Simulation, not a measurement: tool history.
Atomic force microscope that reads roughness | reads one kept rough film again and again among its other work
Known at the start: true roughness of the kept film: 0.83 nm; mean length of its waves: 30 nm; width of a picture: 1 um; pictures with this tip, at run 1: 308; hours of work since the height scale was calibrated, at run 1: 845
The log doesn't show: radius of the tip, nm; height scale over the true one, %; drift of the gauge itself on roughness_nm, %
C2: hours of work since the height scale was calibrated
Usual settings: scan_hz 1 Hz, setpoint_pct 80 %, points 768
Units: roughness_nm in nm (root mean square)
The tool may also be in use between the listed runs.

{"run": 1, "day": 0.0, "scan_hz": 1, "setpoint_pct": 80, "points": 768, "pictures with this tip": 308, "C2": 845, "roughness_nm": 0.707}
{"day": 0.783, "done": "new tip fitted"}
{"run": 2, "day": 2.025, "scan_hz": 1, "setpoint_pct": 75, "points": 768, "pictures with this tip": 25, "C2": 868, "roughness_nm": 0.778}
{"run": 3, "day": 3.071, "scan_hz": 1, "setpoint_pct": 80, "points": 768, "pictures with this tip": 47, "C2": 881, "roughness_nm": 0.758}
{"run": 4, "day": 4.375, "scan_hz": 1, "setpoint_pct": 80, "points": 768, "pictures with this tip": 74, "C2": 896, "roughness_nm": 0.757}
{"run": 5, "day": 5.704, "scan_hz": 1, "setpoint_pct": 80, "points": 768, "pictures with this tip": 102, "C2": 912, "roughness_nm": 0.748}
{"run": 6, "day": 7.8, "scan_hz": 1, "setpoint_pct": 60, "points": 768, "pictures with this tip": 145, "C2": 937, "roughness_nm": 0.767}
{"run": 7, "day": 8.838, "scan_hz": 1, "setpoint_pct": 60, "points": 768, "pictures with this tip": 167, "C2": 949, "roughness_nm": 0.765}
{"run": 8, "day": 10.642, "scan_hz": 1, "setpoint_pct": 74, "points": 768, "pictures with this tip": 204, "C2": 970, "roughness_nm": 0.747}
{"run": 9, "day": 12.475, "scan_hz": 2.85, "setpoint_pct": 80, "points": 768, "pictures with this tip": 242, "C2": 992, "roughness_nm": 0.663}
{"run": 10, "day": 13.725, "scan_hz": 2.85, "setpoint_pct": 80, "points": 768, "pictures with this tip": 268, "C2": 1007, "roughness_nm": 0.674}
{"run": 11, "day": 14.85, "scan_hz": 1, "setpoint_pct": 80, "points": 273, "pictures with this tip": 292, "C2": 1020, "roughness_nm": 0.718}
{"run": 12, "day": 15.933, "scan_hz": 1, "setpoint_pct": 80, "points": 273, "pictures with this tip": 314, "C2": 1033, "roughness_nm": 0.704}
{"day": 16.392, "done": "new tip fitted"}
{"run": 13, "day": 17.642, "scan_hz": 1.16, "setpoint_pct": 80, "points": 768, "pictures with this tip": 26, "C2": 1053, "roughness_nm": 0.765}
{"run": 14, "day": 19.354, "scan_hz": 1.16, "setpoint_pct": 80, "points": 768, "pictures with this tip": 62, "C2": 1073, "roughness_nm": 0.762}
{"run": 15, "day": 21.271, "scan_hz": 1.16, "setpoint_pct": 80, "points": 768, "pictures with this tip": 102, "C2": 1096, "roughness_nm": 0.748}
{"run": 16, "day": 23.562, "scan_hz": 1, "setpoint_pct": 80, "points": 768, "pictures with this tip": 149, "C2": 1123, "roughness_nm": 0.745}
{"run": 17, "day": 24.812, "scan_hz": 1, "setpoint_pct": 75, "points": 768, "pictures with this tip": 175, "C2": 1137, "roughness_nm": 0.737}
{"run": 18, "day": 26.854, "scan_hz": 1, "setpoint_pct": 75, "points": 768, "pictures with this tip": 218, "C2": 1161, "roughness_nm": 0.735}
{"run": 19, "day": 28.4, "scan_hz": 1, "setpoint_pct": 75, "points": 768, "pictures with this tip": 250, "C2": 1180, "roughness_nm": 0.73}
{"run": 20, "day": 29.925, "scan_hz": 1, "setpoint_pct": 75, "points": 543, "pictures with this tip": 282, "C2": 1198, "roughness_nm": 0.728}
{"run": 21, "day": 30.862, "scan_hz": 1, "setpoint_pct": 75, "points": 543, "pictures with this tip": 301, "C2": 1209, "roughness_nm": 0.726}
{"day": 31.833, "done": "new tip fitted"}
{"run": 22, "day": 32.317, "scan_hz": 1, "setpoint_pct": 78, "points": 768, "pictures with this tip": 10, "C2": 1226, "roughness_nm": 0.775}
{"run": 23, "day": 33.383, "scan_hz": 1, "setpoint_pct": 78, "points": 768, "pictures with this tip": 32, "C2": 1238, "roughness_nm": 0.764}
{"run": 24, "day": 34.758, "scan_hz": 1, "setpoint_pct": 69, "points": 768, "pictures with this tip": 61, "C2": 1255, "roughness_nm": 0.78}
{"run": 25, "day": 36.733, "scan_hz": 1, "setpoint_pct": 80, "points": 372, "pictures with this tip": 102, "C2": 1278, "roughness_nm": 0.749}
{"run": 26, "day": 38.796, "scan_hz": 1.46, "setpoint_pct": 56, "points": 536, "pictures with this tip": 145, "C2": 1302, "roughness_nm": 0.77}
{"run": 27, "day": 40.358, "scan_hz": 0.73, "setpoint_pct": 56, "points": 411, "pictures with this tip": 177, "C2": 1321, "roughness_nm": 0.768}
{"run": 28, "day": 42.05, "scan_hz": 0.73, "setpoint_pct": 56, "points": 411, "pictures with this tip": 212, "C2": 1341, "roughness_nm": 0.756}
{"day": 42.229, "done": "height scale calibrated on a step standard"}
{"run": 29, "day": 44.158, "scan_hz": 2.89, "setpoint_pct": 59, "points": 768, "pictures with this tip": 255, "C2": 23, "roughness_nm": 0.735}
{"run": 30, "day": 45.342, "scan_hz": 2.89, "setpoint_pct": 64, "points": 260, "pictures with this tip": 280, "C2": 37, "roughness_nm": 0.708}
{"run": 31, "day": 47.246, "scan_hz": 2.89, "setpoint_pct": 82, "points": 365, "pictures with this tip": 319, "C2": 59, "roughness_nm": 0.66}
{"day": 47.433, "done": "new tip fitted"}
{"run": 32, "day": 48.408, "scan_hz": 2.89, "setpoint_pct": 82, "points": 365, "pictures with this tip": 20, "C2": 73, "roughness_nm": 0.717}
{"run": 33, "day": 50.133, "scan_hz": 3.9, "setpoint_pct": 82, "points": 451, "pictures with this tip": 56, "C2": 93, "roughness_nm": 0.671}
{"run": 34, "day": 52.317, "scan_hz": 1.77, "setpoint_pct": 82, "points": 451, "pictures with this tip": 101, "C2": 119, "roughness_nm": 0.728}
{"day": 53.212, "done": "height scale calibrated on a step standard, once more"}
{"run": 35, "day": 54.6, "scan_hz": 1.07, "setpoint_pct": 88, "points": 451, "pictures with this tip": 148, "C2": 16, "roughness_nm": 0.722}
{"run": 36, "day": 56.279, "scan_hz": 1, "setpoint_pct": 88, "points": 768, "pictures with this tip": 183, "C2": 36, "roughness_nm": 0.72}
{"run": 37, "day": 57.2, "scan_hz": 0.62, "setpoint_pct": 80, "points": 768, "pictures with this tip": 202, "C2": 47, "roughness_nm": 0.74}
{"run": 38, "day": 59.171, "scan_hz": 2.29, "setpoint_pct": 56, "points": 428, "pictures with this tip": 243, "C2": 70, "roughness_nm": 0.723}
{"run": 39, "day": 60.946, "scan_hz": 3.73, "setpoint_pct": 56, "points": 269, "pictures with this tip": 280, "C2": 91, "roughness_nm": 0.705}
{"run": 40, "day": 62.829, "scan_hz": 3.73, "setpoint_pct": 56, "points": 263, "pictures with this tip": 319, "C2": 114, "roughness_nm": 0.711}
{"day": 63.008, "done": "new tip fitted"}
{"run": 41, "day": 64.946, "scan_hz": 0.62, "setpoint_pct": 56, "points": 263, "pictures with this tip": 40, "C2": 138, "roughness_nm": 0.772}
{"run": 42, "day": 66.629, "scan_hz": 0.53, "setpoint_pct": 80, "points": 768, "pictures with this tip": 75, "C2": 158, "roughness_nm": 0.778}
{"run": 43, "day": 68.229, "scan_hz": 1.98, "setpoint_pct": 80, "points": 539, "pictures with this tip": 109, "C2": 177, "roughness_nm": 0.719}
{"run": 44, "day": 69.858, "scan_hz": 1.41, "setpoint_pct": 62, "points": 351, "pictures with this tip": 142, "C2": 196, "roughness_nm": 0.747}
{"run": 45, "day": 70.988, "scan_hz": 1.41, "setpoint_pct": 62, "points": 351, "pictures with this tip": 166, "C2": 210, "roughness_nm": 0.743}
{"run": 46, "day": 73.083, "scan_hz": 1.68, "setpoint_pct": 65, "points": 768, "pictures with this tip": 209, "C2": 235, "roughness_nm": 0.742}
{"run": 47, "day": 74.108, "scan_hz": 1.68, "setpoint_pct": 65, "points": 768, "pictures with this tip": 231, "C2": 247, "roughness_nm": 0.738}
{"run": 48, "day": 76.342, "scan_hz": 3.63, "setpoint_pct": 80, "points": 768, "pictures with this tip": 277, "C2": 273, "roughness_nm": 0.654}
{"run": 49, "day": 77.533, "scan_hz": 3.63, "setpoint_pct": 80, "points": 768, "pictures with this tip": 302, "C2": 287, "roughness_nm": 0.643}

5 ways to go on from here, each from the tool as it stands after run 49. What would each give?
{"day": 78.504, "done": "new tip fitted"}
{"run": "A", "day": 79.25, "scan_hz": 2.21, "setpoint_pct": 64, "points": 768, "pictures with this tip": 15, "C2": 307, "roughness_nm": "?"}
{"day": 78.504, "done": "new tip fitted"}
{"run": "B", "day": 79.25, "scan_hz": 1, "setpoint_pct": 80, "points": 1010, "pictures with this tip": 15, "C2": 307, "roughness_nm": "?"}
{"day": 78.504, "done": "new tip fitted"}
{"run": "C", "day": 79.25, "scan_hz": 1.68, "setpoint_pct": 80, "points": 587, "pictures with this tip": 15, "C2": 307, "roughness_nm": "?"}
{"day": 78.504, "done": "new tip fitted"}
{"run": "D", "day": 79.25, "scan_hz": 3.46, "setpoint_pct": 70, "points": 599, "pictures with this tip": 15, "C2": 307, "roughness_nm": "?"}
{"day": 78.504, "done": "new tip fitted"}
{"run": "E", "day": 79.25, "scan_hz": 3.18, "setpoint_pct": 80, "points": 768, "pictures with this tip": 15, "C2": 307, "roughness_nm": "?"}

run=A roughness_nm=0.764
run=B roughness_nm=0.765
run=C roughness_nm=0.742
run=D roughness_nm=0.736
run=E roughness_nm=0.713
Without the tool's hidden state the same runs would have given:
run=A roughness_nm=0.769
run=B roughness_nm=0.769
run=C roughness_nm=0.746
run=D roughness_nm=0.74
run=E roughness_nm=0.717

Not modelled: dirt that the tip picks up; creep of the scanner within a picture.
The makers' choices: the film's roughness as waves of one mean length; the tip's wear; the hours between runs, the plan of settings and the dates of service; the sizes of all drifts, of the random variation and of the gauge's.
